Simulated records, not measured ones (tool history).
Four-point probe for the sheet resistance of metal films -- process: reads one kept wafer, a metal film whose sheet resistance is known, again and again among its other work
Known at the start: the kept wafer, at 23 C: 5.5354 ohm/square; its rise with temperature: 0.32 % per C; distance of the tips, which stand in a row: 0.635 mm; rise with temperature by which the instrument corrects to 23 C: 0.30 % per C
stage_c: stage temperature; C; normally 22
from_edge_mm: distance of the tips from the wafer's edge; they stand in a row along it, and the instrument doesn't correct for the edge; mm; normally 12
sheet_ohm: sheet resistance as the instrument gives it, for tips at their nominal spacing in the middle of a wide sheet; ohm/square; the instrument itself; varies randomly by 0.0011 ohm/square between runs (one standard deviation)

run,hour,stage_c,from_edge_mm,sheet_ohm
1,0.0,22,12,5.572808
2,81.4,31,12,5.586873
3,172.9,31,12,5.587797
4,239.5,31,12,5.589379
5,318.8,31,12,5.588416
6,392.8,22,12,5.579000
7,484.6,22,12,5.577909
8,569.6,22,12,5.579902
9,609.6,22,12,5.578620
10,699.0,22,12,5.582239
11,738.4,22,12,5.581731
12,834.4,22,6,5.608313
13,898.4,22,6,5.609982
14,962.1,22,26,5.577635
# hour 969.6: stage's thermometer calibrated
15,1016.6,22,26,5.573933
16,1094.1,22,26,5.577398
17,1145.1,22,19,5.577853
18,1242.1,22,4,5.648418
19,1318.1,19,12,5.579337
20,1359.6,22,12,5.584861
21,1433.8,22,12,5.585936
# hour 1449.6: stage's thermometer calibrated, once more
22,1528.5,22,12,5.596547
23,1574.4,22,15,5.594845
24,1614.0,22,15,5.595236
25,1653.6,22,15,5.594964
26,1747.5,23,12,5.602035
27,1790.4,23,12,5.599603
28,1848.5,23,71,5.593638
29,1891.1,34,6,5.641454
30,1933.2,20,7,5.617920
31,1976.3,20,68,5.591709
# hour 2023.8: new probe head fitted
32,2037.4,18,37,5.531668
33,2095.8,23,36,5.540974
34,2181.0,21,20,5.541461
35,2253.4,30,5,5.596900
36,2344.9,23,5,5.591261
37,2427.5,23,6,5.575564
38,2520.7,28,5,5.599812
39,2608.4,32,10,5.568758
40,2674.9,20,6,5.576305
41,2715.9,28,5,5.601615
42,2775.6,32,53,5.559146
43,2857.2,31,10,5.570985
44,2927.5,19,33,5.543207
45,3006.4,29,13,5.568366

Measured less the same run without the tool's hidden state. The same run-to-run variation is in both; the gauge's scatter may not be:
The hidden state here: inner tips' distance over the nominal, %; tips' flats over new ones', %; wafer's true temperature over the reading, C; drift of the gauge itself on sheet_ohm, %.
run,sheet_ohm
1,+0.030803
2,+0.032048
3,+0.033107
4,+0.033901
5,+0.034782
6,+0.035476
7,+0.036535
8,+0.037466
9,+0.037941
10,+0.038977
11,+0.039427
12,+0.040745
13,+0.041533
14,+0.042121
15,+0.038519
16,+0.039564
17,+0.040187
18,+0.041716
19,+0.042054
20,+0.042735
21,+0.043549
22,+0.054595
23,+0.055144
24,+0.055646
25,+0.056067
26,+0.057176
27,+0.057720
28,+0.058301
29,+0.059383
30,+0.059486
31,+0.059692
32,+0.003607
33,+0.004265
34,+0.005306
35,+0.006375
36,+0.007431
37,+0.008491
38,+0.009739
39,+0.010767
40,+0.011359
41,+0.011913
42,+0.012582
43,+0.013453
44,+0.014100
45,+0.015254

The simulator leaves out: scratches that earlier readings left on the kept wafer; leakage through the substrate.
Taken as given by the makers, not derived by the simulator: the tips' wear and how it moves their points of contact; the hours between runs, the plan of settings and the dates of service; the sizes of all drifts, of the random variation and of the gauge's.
